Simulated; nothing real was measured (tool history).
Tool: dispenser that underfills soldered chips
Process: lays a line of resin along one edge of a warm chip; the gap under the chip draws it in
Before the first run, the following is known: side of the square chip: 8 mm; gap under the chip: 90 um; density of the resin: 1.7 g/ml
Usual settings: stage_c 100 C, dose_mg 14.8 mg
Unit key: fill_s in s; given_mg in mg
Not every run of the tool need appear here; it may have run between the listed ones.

run  hour  stage_c  dose_mg  fill_s  given_mg
  1     0      100     14.8    33.6     14.21
  2   4.8      100     14.8    41.1     14.16
  3  10.1      100     14.8    51.6     14.14
     14.7  -- new syringe of resin
  4  17.6      100     13.7    31.9     13.07
  5  24.5      100     14.8    42.3      14.1
  6    31      100     13.3    58.1      12.5
     32.4  -- new syringe of resin
  7  39.6      100     17.2    38.7     16.36
  8  49.3      100     17.8    60.9     16.83
     50.3  -- new syringe of resin
  9  54.3      100     17.8    33.2      16.8
     59.7  -- dispensing valve cleaned and set on the balance
 10  64.9      100     14.8    52.3     14.75
     69.9  -- new syringe of resin
 11  71.7       94     14.4    35.6     14.35
 12  81.2      110     12.9    36.9     12.69
 13  86.4      110     12.9    47.2     12.81

What does the tool deliver on the next run?
     88.1  -- new syringe of resin
 14  91.5      110     12.9       ?         ?

For run 14 the tool returned fill_s 25.8 s, given_mg 12.75 mg.
If the tool had no hidden condition, the same run with the same run-to-run variation would have returned fill_s 21.7 s, given_mg 12.88 mg.

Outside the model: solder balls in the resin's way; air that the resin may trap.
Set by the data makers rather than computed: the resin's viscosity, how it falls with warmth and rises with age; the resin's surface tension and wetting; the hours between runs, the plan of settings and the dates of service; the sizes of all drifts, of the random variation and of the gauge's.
